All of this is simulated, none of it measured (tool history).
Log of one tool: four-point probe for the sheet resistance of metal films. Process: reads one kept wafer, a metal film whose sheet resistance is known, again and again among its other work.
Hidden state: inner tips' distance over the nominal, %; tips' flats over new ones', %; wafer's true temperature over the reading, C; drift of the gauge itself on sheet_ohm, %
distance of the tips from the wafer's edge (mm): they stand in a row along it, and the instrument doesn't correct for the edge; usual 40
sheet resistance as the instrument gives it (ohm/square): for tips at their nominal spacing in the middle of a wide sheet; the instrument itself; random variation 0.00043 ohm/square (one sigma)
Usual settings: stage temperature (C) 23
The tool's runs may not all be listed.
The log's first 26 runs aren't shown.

run	day	stage temperature (C)	distance of the tips from the wafer's edge (mm)	touches since the probe head was changed	hours of work since the stage's thermometer was calibrated	sheet resistance as the instrument gives it (ohm/square)
27	86.617	25	23	82655	91	2.173868
28	89.971	34	63	85604	146	2.181054
29	94.025	23	10	89171	213	2.181882
30	96.421	34	10	91277	253	2.193572
31	100.679	34	40	95023	323	2.18311
# day 102.129: new probe head fitted
32	104.762	18	40	2316	390	2.163629
# day 105.692: stage's thermometer calibrated, once more
33	106.925	25	54	4199	20	2.164195
34	109.871	28	28	6789	69	2.168565
35	113.433	25	3	9922	128	2.287546
36	116.129	25	3	12292	172	2.286854
37	120.412	21	16	16057	243	2.166535
38	123.679	21	16	18928	297	2.166806
39	126.992	21	16	21842	352	2.166898
40	131.362	28	74	25684	424	2.171161
41	133.833	28	4	27857	465	2.242226
42	137.479	20	34	31064	525	2.165133
43	140.538	20	34	33754	575	2.166345
44	145.354	20	34	37988	655	2.166971
45	147.921	26	4	40245	697	2.243314

Forecast each of these 4 alternatives for the next run:
A	151.846	22	38	43697	762	?
B	151.846	34	14	43697	762	?
C	151.846	28	21	43697	762	?
D	151.846	21	5	43697	762	?

run	sheet resistance as the instrument gives it (ohm/square)
A	2.170207
B	2.187877
C	2.177197
D	2.212515
Without the tool's hidden state the same runs would have given:
run	sheet resistance as the instrument gives it (ohm/square)
A	2.147424
B	2.164994
C	2.154383
D	2.189315
